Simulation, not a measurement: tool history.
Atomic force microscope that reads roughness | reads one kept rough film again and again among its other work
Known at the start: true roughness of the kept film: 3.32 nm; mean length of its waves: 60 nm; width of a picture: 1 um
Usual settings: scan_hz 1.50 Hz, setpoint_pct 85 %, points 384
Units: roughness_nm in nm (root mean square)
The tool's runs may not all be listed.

| run | hour | scan_hz | setpoint_pct | points | roughness_nm |
|---|---|---|---|---|---|
| 1 | 0.0 | 1.50 | 85 | 384 | 2.747 |
| 2 | 9.7 | 1.50 | 83 | 384 | 2.757 |
| 3 | 14.1 | 1.50 | 85 | 384 | 2.704 |
| 4 | 19.3 | 1.50 | 85 | 384 | 2.707 |
| 5 | 24.8 | 1.50 | 70 | 384 | 2.897 |
| 6 | 30.1 | 1.50 | 70 | 384 | 2.876 |
| 7 | 35.7 | 1.50 | 85 | 384 | 2.696 |
| 8 | 43.1 | 0.61 | 85 | 384 | 2.896 |
| 9 | 47.3 | 0.61 | 85 | 384 | 2.892 |
| 10 | 51.6 | 0.61 | 85 | 384 | 2.910 |
| 11 | 59.8 | 0.61 | 85 | 384 | 2.865 |
| 12 | 68.9 | 0.61 | 85 | 629 | 2.873 |
|  | 73.4 | new tip fitted |
| 13 | 76.1 | 1.50 | 85 | 384 | 2.797 |
| 14 | 82.2 | 1.50 | 85 | 384 | 2.781 |
| 15 | 91.8 | 1.50 | 85 | 499 | 2.775 |
| 16 | 99.9 | 1.50 | 85 | 499 | 2.776 |
| 17 | 109.7 | 1.50 | 85 | 499 | 2.767 |
| 18 | 115.8 | 1.50 | 85 | 499 | 2.752 |
| 19 | 122.4 | 1.50 | 80 | 384 | 2.802 |
| 20 | 127.3 | 1.50 | 85 | 677 | 2.755 |
| 21 | 135.1 | 1.04 | 85 | 677 | 2.828 |
| 22 | 144.5 | 1.04 | 85 | 677 | 2.818 |
| 23 | 154.5 | 1.04 | 85 | 677 | 2.785 |
| 24 | 161.1 | 1.50 | 56 | 612 | 3.018 |
| 25 | 167.2 | 0.59 | 67 | 672 | 3.021 |
| 26 | 175.7 | 0.59 | 77 | 805 | 2.964 |
| 27 | 182.6 | 0.75 | 84 | 560 | 2.873 |
| 28 | 189.0 | 1.13 | 59 | 485 | 2.982 |
| 29 | 197.7 | 1.13 | 59 | 315 | 2.986 |
| 30 | 206.5 | 0.67 | 59 | 901 | 2.988 |
|  | 209.5 | new tip fitted |
| 31 | 216.6 | 2.33 | 69 | 901 | 2.892 |
| 32 | 223.6 | 2.33 | 69 | 901 | 2.919 |
| 33 | 228.2 | 2.33 | 69 | 901 | 2.894 |
| 34 | 235.8 | 3.47 | 70 | 428 | 2.750 |
| 35 | 243.7 | 1.47 | 59 | 384 | 3.082 |
| 36 | 253.2 | 1.76 | 74 | 298 | 2.881 |
| 37 | 260.1 | 1.76 | 74 | 298 | 2.839 |

The next listed run, before its measurement:
| 38 | 269.8 | 1.76 | 68 | 705 | ? |

Run 38 gave roughness_nm 2.946 nm (root mean square).
Without the tool's hidden state the same run would have given roughness_nm 3.034 nm (root mean square).
